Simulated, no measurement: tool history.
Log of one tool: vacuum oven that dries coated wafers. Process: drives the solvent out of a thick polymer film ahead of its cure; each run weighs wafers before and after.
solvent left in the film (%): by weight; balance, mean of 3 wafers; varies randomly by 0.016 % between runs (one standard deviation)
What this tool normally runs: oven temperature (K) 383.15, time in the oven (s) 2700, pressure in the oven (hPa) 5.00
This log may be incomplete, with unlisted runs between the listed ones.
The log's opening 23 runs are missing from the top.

run	hour	oven temperature (K)	time in the oven (s)	pressure in the oven (hPa)	hours of work since the thermocouples were calibrated	hours of work since the vacuum gauge was cleaned of residue	solvent left in the film (%)
24	840.9	383.15	2700	10.16	150	562	1.25
25	887.6	383.15	2700	10.16	169	581	1.23
26	912.0	383.15	2700	10.16	179	591	1.21
27	956.7	380.15	1740	3.08	198	610	2.41
28	1010.5	373.15	4260	5.41	220	632	1.22
29	1040.6	385.15	2100	2.55	232	645	1.01
30	1075.1	371.15	1380	6.29	247	659	5.62
31	1098.9	371.15	1380	6.29	257	669	5.63
32	1150.2	382.15	3480	16.69	278	690	1.49
33	1178.0	383.15	2700	3.62	289	702	0.86
34	1206.5	379.15	2940	3.62	301	714	1.09
35	1242.5	379.15	2940	3.62	316	728	1.07
36	1269.0	379.15	2940	16.99	327	739	2.13
37	1306.5	383.15	2700	7.34	343	755	1.09
38	1334.1	390.15	2700	5.00	354	766	0.46
39	1387.6	383.15	2700	7.20	376	788	1.07
40	1416.2	383.15	3960	5.00	388	800	0.55
41	1460.2	383.15	3960	5.00	406	819	0.54
42	1502.0	383.15	3960	3.45	424	836	0.44
43	1534.6	396.15	2700	18.67	437	849	0.91
44	1562.8	391.15	1860	18.67	449	861	1.53
45	1607.7	368.15	2700	5.00	467	880	3.57
46	1631.6	383.15	2280	5.00	477	890	1.29
47	1679.7	383.15	4260	4.91	497	910	0.49
48	1719.7	383.15	2700	9.62	514	926	1.33

Branching from run 48: 3 alternative next runs. What would each branch give?
A	1760.5	373.15	1800	7.46	531	943	?
B	1760.5	385.15	2100	18.29	531	943	?
C	1760.5	392.15	1380	9.18	531	943	?

run	solvent left in the film (%)
A	4.24
B	2.08
C	1.58
Take away the tool's hidden state, keep each run's random variation, and the runs would have read:
run	solvent left in the film (%)
A	3.92
B	1.88
C	1.39
